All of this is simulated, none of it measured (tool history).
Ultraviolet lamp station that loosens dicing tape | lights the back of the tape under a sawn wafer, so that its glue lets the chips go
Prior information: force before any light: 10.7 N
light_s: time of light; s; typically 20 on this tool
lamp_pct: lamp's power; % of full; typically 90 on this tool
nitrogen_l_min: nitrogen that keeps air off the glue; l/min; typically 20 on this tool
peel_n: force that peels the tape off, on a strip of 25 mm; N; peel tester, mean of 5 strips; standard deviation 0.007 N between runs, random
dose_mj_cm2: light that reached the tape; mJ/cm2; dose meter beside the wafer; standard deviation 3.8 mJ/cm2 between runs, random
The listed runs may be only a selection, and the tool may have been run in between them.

Run 1, day 0.000: usual settings. Result: peel_n 0.306 N, dose_mj_cm2 581 mJ/cm2.
Run 2, day 0.508: usual settings but lamp_pct 86 % of full. Result: peel_n 0.329 N, dose_mj_cm2 551 mJ/cm2.
Run 3, day 0.908: usual settings. Result: peel_n 0.285 N, dose_mj_cm2 576 mJ/cm2.
Run 4, day 1.442: usual settings but nitrogen_l_min 25 l/min. Result: peel_n 0.270 N, dose_mj_cm2 571 mJ/cm2.
Run 5, day 1.846: usual settings but nitrogen_l_min 25 l/min. Result: peel_n 0.272 N, dose_mj_cm2 572 mJ/cm2.
Run 6, day 2.338: usual settings. Result: peel_n 0.297 N, dose_mj_cm2 570 mJ/cm2.
Run 7, day 2.904: usual settings. Result: peel_n 0.296 N, dose_mj_cm2 567 mJ/cm2.
Run 8, day 3.350: usual settings but lamp_pct 73 % of full. Result: peel_n 0.473 N, dose_mj_cm2 465 mJ/cm2.
Run 9, day 3.846: usual settings but lamp_pct 73 % of full. Result: peel_n 0.486 N, dose_mj_cm2 462 mJ/cm2.
Run 10, day 4.421: usual settings but lamp_pct 73 % of full. Result: peel_n 0.481 N, dose_mj_cm2 462 mJ/cm2.
Run 11, day 4.775: usual settings but lamp_pct 97 % of full. Result: peel_n 0.247 N, dose_mj_cm2 609 mJ/cm2.
Run 12, day 5.346: usual settings but lamp_pct 97 % of full. Result: peel_n 0.261 N, dose_mj_cm2 610 mJ/cm2.
Run 13, day 5.650: usual settings but lamp_pct 97 % of full. Result: peel_n 0.253 N, dose_mj_cm2 606 mJ/cm2.
Run 14, day 6.279: usual settings but light_s 30 s, lamp_pct 97 % of full. Result: peel_n 0.178 N, dose_mj_cm2 916 mJ/cm2.
Run 15, day 6.929: usual settings but light_s 30 s, lamp_pct 97 % of full. Result: peel_n 0.181 N, dose_mj_cm2 909 mJ/cm2.
Run 16, day 7.508: usual settings. Result: peel_n 0.307 N, dose_mj_cm2 561 mJ/cm2.
Run 17, day 8.162: usual settings. Result: peel_n 0.303 N, dose_mj_cm2 554 mJ/cm2.
Run 18, day 8.675: usual settings but light_s 25 s, lamp_pct 96 % of full. Result: peel_n 0.197 N, dose_mj_cm2 748 mJ/cm2.
Run 19, day 8.996: usual settings but light_s 16 s, lamp_pct 69 % of full, nitrogen_l_min 11 l/min. Result: peel_n 1.114 N, dose_mj_cm2 344 mJ/cm2.
Run 20, day 9.379: usual settings but light_s 10 s, lamp_pct 94 % of full, nitrogen_l_min 31 l/min. Result: peel_n 1.125 N, dose_mj_cm2 292 mJ/cm2.
Run 21, day 9.979: usual settings but light_s 10 s, lamp_pct 94 % of full, nitrogen_l_min 31 l/min. Result: peel_n 1.177 N, dose_mj_cm2 291 mJ/cm2.
Run 22, day 10.604: usual settings but light_s 12 s, lamp_pct 98 % of full, nitrogen_l_min 33 l/min. Result: peel_n 0.711 N, dose_mj_cm2 362 mJ/cm2.
Run 23, day 11.021: usual settings but light_s 12 s, lamp_pct 78 % of full. Result: peel_n 1.350 N, dose_mj_cm2 283 mJ/cm2.
Run 24, day 11.654: usual settings but light_s 10 s, lamp_pct 60 % of full, nitrogen_l_min 17 l/min. Result: peel_n 2.802 N, dose_mj_cm2 183 mJ/cm2.
Run 25, day 12.121: usual settings but light_s 11 s, lamp_pct 80 % of full, nitrogen_l_min 11 l/min. Result: peel_n 1.873 N, dose_mj_cm2 266 mJ/cm2.
Run 26, day 12.417: usual settings but light_s 11 s, lamp_pct 80 % of full, nitrogen_l_min 11 l/min. Result: peel_n 1.863 N, dose_mj_cm2 273 mJ/cm2.
Run 27, day 12.962: usual settings but light_s 38 s, lamp_pct 96 % of full, nitrogen_l_min 39 l/min. Result: peel_n 0.172 N, dose_mj_cm2 1104 mJ/cm2.
Run 28, day 13.421: usual settings but light_s 22 s, lamp_pct 62 % of full, nitrogen_l_min 14 l/min. Result: peel_n 0.710 N, dose_mj_cm2 407 mJ/cm2.
Run 29, day 13.917: usual settings but nitrogen_l_min 13 l/min. Result: peel_n 0.395 N, dose_mj_cm2 545 mJ/cm2.
Run 30, day 14.408: usual settings but light_s 17 s. Result: peel_n 0.461 N, dose_mj_cm2 460 mJ/cm2.
Run 31, day 14.954: usual settings but light_s 17 s. Result: peel_n 0.465 N, dose_mj_cm2 463 mJ/cm2.
Run 32, day 15.421: usual settings but light_s 38 s, lamp_pct 95 % of full. Result: peel_n 0.177 N, dose_mj_cm2 1099 mJ/cm2.
Run 33, day 15.817: usual settings but light_s 38 s, lamp_pct 95 % of full. Result: peel_n 0.174 N, dose_mj_cm2 1096 mJ/cm2.
Run 34, day 16.442: usual settings but light_s 38 s, lamp_pct 95 % of full. Result: peel_n 0.166 N, dose_mj_cm2 1080 mJ/cm2.

What would each run have given without the hidden state, its run-to-run variation left as it was?
What the log doesn't record here: lamp's light, % of a new lamp's; light that the window lets through, % of a clean one's; drift of the gauge itself on peel_n, %; drift of the gauge itself on dose_mj_cm2, %.
run  peel_n  dose_mj_cm2
  1   0.259          643
  2   0.273          610
  3   0.237          640
  4   0.228          635
  5   0.229          637
  6   0.245          636
  7   0.243          634
  8   0.367          520
  9   0.376          518
 10   0.370          520
 11   0.206          686
 12   0.218          688
 13   0.210          685
 14   0.173         1037
 15   0.175         1032
 16   0.244          638
 17   0.241          633
 18   0.178          855
 19   0.838          394
 20   0.843          334
 21   0.878          334
 22   0.516          418
 23   1.010          326
 24   2.291          212
 25   1.443          309
 26   1.430          316
 27   0.171         1283
 28   0.502          475
 29   0.292          636
 30   0.326          538
 31   0.329          542
 32   0.175         1289
 33   0.172         1288
 34   0.164         1272
